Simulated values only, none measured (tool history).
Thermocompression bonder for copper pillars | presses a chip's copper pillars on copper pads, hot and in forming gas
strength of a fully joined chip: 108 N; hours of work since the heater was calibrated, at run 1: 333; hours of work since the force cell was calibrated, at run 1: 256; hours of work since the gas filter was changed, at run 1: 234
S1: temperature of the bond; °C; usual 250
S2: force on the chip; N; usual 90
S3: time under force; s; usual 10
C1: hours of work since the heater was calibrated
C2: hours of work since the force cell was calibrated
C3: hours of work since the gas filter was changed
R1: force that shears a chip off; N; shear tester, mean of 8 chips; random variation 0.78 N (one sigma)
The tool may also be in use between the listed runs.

run,hour,S1,S2,S3,C1,C2,C3,R1
1,0.0,250,90,10,333,256,234,55.4
2,6.1,249,90,10,337,260,239,54.9
3,13.5,249,90,10,343,266,244,52.7
4,19.1,250,90,13,347,270,249,60.7
5,29.3,250,90,13,355,278,256,59.4
6,41.2,250,90,13,364,287,265,58.7
7,53.4,250,90,13,373,296,275,60.7
8,60.8,250,90,16,379,302,280,61.9
# hour 62.1: forming gas filter changed
9,73.7,258,90,16,388,311,9,76.2
10,85.6,250,90,10,397,320,18,60.2
11,96.5,250,90,10,405,329,26,61.5
12,102.1,250,90,10,410,333,30,61.3
13,107.4,251,90,10,414,337,34,61.2
14,114.4,251,90,10,419,342,40,60.9
15,125.2,250,90,10,427,350,48,60.7
16,133.5,250,90,10,433,357,54,60.3
17,145.8,250,90,10,443,366,63,60.2
18,152.8,250,90,10,448,371,69,60.2
19,159.8,250,90,10,453,377,74,59.6
20,167.4,250,90,10,459,382,80,59.7
# hour 170.0: force cell calibrated
21,177.9,250,90,11,466,6,87,60.3
# hour 189.9: force cell calibrated, once more
22,191.6,250,90,11,475,1,96,62.0
23,202.3,250,90,11,483,9,104,61.2
24,208.3,250,90,11,488,14,109,60.7
25,216.0,250,90,11,494,20,114,61.5
26,227.9,274,91,25,503,29,123,84.2
27,239.9,250,78,8,512,38,133,50.2
# hour 251.0: heater calibrated with a thermocouple chip
28,251.0,250,134,10,0,45,139,72.1
29,256.7,275,93,9,4,49,144,69.2
30,268.8,275,93,9,13,58,153,68.9
31,276.1,275,93,9,19,64,158,68.9

Some steps in R1 between neighbouring runs. How much of each would the tool show without its hidden state too (settings, what came in, random variation), and how much is left for the hidden state, with any gauge scatter that isn't in both results?
The hidden state here: true temperature of the bond over the reading, C; force that reaches the chip, % of what is set; oxide that the forming gas leaves, % of the face; drift of the gauge itself on shear_n, %.
Run 8 -> 9: S1 250 -> 258, forming gas filter changed. R1 +14.3 N: hidden state +7.1, all else +7.2.
Run 25 -> 26: S1 250 -> 274, S2 90 -> 91, S3 11 -> 25. R1 +22.7 N: hidden state -1.8, all else +24.5.
Run 26 -> 27: S1 274 -> 250, S2 91 -> 78, S3 25 -> 8. R1 -34.0 N: hidden state +1.9, all else -35.9.
Run 27 -> 28: S2 78 -> 134, S3 8 -> 10, heater calibrated with a thermocouple chip. R1 +21.9 N: hidden state -3.4, all else +25.3.
